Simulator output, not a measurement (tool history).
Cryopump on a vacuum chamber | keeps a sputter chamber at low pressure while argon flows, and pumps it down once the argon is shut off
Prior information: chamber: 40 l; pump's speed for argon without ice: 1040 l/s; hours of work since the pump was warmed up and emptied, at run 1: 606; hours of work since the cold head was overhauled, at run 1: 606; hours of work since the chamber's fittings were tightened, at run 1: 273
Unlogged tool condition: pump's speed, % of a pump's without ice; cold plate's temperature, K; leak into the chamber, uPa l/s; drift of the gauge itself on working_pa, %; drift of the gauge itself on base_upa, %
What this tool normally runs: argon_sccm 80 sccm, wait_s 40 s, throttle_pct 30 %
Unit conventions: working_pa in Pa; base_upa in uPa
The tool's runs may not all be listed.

run	day	argon_sccm	wait_s	throttle_pct	hours of work since the pump was warmed up and emptied	hours of work since the cold head was overhauled	hours of work since the chamber's fittings were tightened	working_pa	base_upa
1	0	80	40	30	606	606	273	0.4494	2.93
2	0.621	80	40	30	616	616	283	0.4498	2.97
3	1.517	80	40	30	630	630	297	0.4501	3.01
4	2.471	80	40	30	646	646	312	0.4493	3.07
5	2.979	80	40	30	654	654	321	0.4506	3.06
6	3.583	80	40	30	664	664	330	0.4553	2.97
7	4.538	80	40	30	679	679	346	0.4511	3.2
8	5.546	80	40	40	695	695	362	0.3419	3.04
9	6.308	80	40	29	708	708	374	0.4685	3.13
10	7.242	80	40	30	723	723	389	0.4516	3.13
11	7.921	34	40	30	734	734	400	0.1913	3.12
12	8.829	151	40	30	748	748	415	0.8631	3.12
13	9.654	151	40	30	761	761	428	0.8563	3.19
14	10.592	151	40	30	777	777	443	0.856	3.23
15	11.588	151	40	30	793	793	459	0.8571	3.3
16	12.383	143	40	30	805	805	472	0.8149	3.19
17	12.904	143	40	30	814	814	480	0.8139	3.24
18	13.362	32	40	30	821	821	488	0.183	3.2
19	13.908	32	107	30	830	830	497	0.1826	1.78
20	14.883	33	33	53	846	846	512	0.1098	3.69
21	15.708	97	33	53	859	859	526	0.3231	3.83
22	16.783	61	111	27	876	876	543	0.3875	1.87
23	17.821	61	111	27	893	893	560	0.384	1.9
24	18.621	61	111	27	906	906	572	0.3861	1.95
25	19.546	35	111	38	921	921	587	0.1597	1.99
26	20.025	35	62	45	928	928	595	0.1379	2.6
27	21.104	53	40	30	946	946	612	0.304	3.47
28	21.712	53	40	30	956	956	622	0.3049	3.43
29	22.412	53	40	30	967	967	634	0.3072	3.45
30	23.408	48	40	30	983	983	650	0.2744	3.43
31	23.938	33	180	23	991	991	658	0.2448	1.7
32	24.5	45	180	23	1000	1000	667	0.3316	1.75
33	25.433	45	180	23	1016	1016	682	0.3343	1.76
34	26.267	45	180	23	1029	1029	696	0.3344	1.8

Below are 3 alternative next runs, each starting from the tool's condition after run 34. Predict each:
A	27.075	151	22	18	1042	1042	709	?	?
B	27.075	133	33	35	1042	1042	709	?	?
C	27.075	83	40	53	1042	1042	709	?	?

run	working_pa	base_upa
A	1.4193	5.5
B	0.6655	4.13
C	0.2835	3.67
With no hidden state in the tool, these same runs would have given:
run	working_pa	base_upa
A	1.3634	4.49
B	0.6165	3.11
C	0.2529	2.66
